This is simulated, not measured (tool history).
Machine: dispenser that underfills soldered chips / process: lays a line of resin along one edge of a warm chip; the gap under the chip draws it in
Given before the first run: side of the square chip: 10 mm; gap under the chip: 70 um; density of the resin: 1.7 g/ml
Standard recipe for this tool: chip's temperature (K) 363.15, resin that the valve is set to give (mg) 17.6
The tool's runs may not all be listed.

run    day  chip's temperature (K)  resin that the valve is set to give (mg)  time until the resin shows at the far edge (s)  resin that the valve gave (mg)
  1      0                  363.15                                      17.6                                            32.4                           16.85
  2  0.138                  363.15                                      17.6                                            37.4                           16.83
  3  0.258                  363.15                                      17.6                                            39.8                           16.84
  4  0.362                  363.15                                      17.6                                            43.2                            16.7
     0.488  -- dispensing valve cleaned and set on the balance
  5  0.525                  363.15                                      18.5                                            45.8                           18.47
     0.575  -- new syringe of resin
  6  0.696                  363.15                                      18.5                                            33.2                            18.4
  7  0.817                  353.15                                      17.6                                            51.2                           17.52
  8  1.004                  353.15                                      17.6                                            57.7                           17.47
  9  1.154                  357.15                                      18.9                                            56.9                           18.72
     1.267  -- new syringe of resin
 10  1.329                  378.15                                      17.3                                            19.9                            17.1
 11  1.504                  355.15                                      16.5                                            46.5                           16.28
 12  1.683                  355.15                                      16.5                                            52.9                           16.31
 13  1.875                  374.15                                      17.1                                            33.2                           16.85

Table of differences, measured result less the result of that run with no hidden state. Run-to-run variation is the same in both. Gauge scatter possibly is not:
Hidden state at play: resin's viscosity, % of fresh resin's; dose that the valve gives, % of what is set; true chip temperature over the reading, C; drift of the gauge itself on fill_s, %; drift of the gauge itself on given_mg, %.
run  time until the resin shows at the far edge (s)  resin that the valve gave (mg)
  1                                            +3.4                           -0.78
  2                                            +7.3                            -0.8
  3                                           +10.6                           -0.82
  4                                             +14                           -0.84
  5                                           +17.4                           -0.06
  6                                            +3.6                           -0.08
  7                                            +9.6                            -0.1
  8                                           +17.2                           -0.13
  9                                           +20.9                           -0.17
 10                                            +0.9                           -0.19
 11                                            +7.9                           -0.21
 12                                           +14.5                           -0.24
 13                                           +12.4                           -0.28

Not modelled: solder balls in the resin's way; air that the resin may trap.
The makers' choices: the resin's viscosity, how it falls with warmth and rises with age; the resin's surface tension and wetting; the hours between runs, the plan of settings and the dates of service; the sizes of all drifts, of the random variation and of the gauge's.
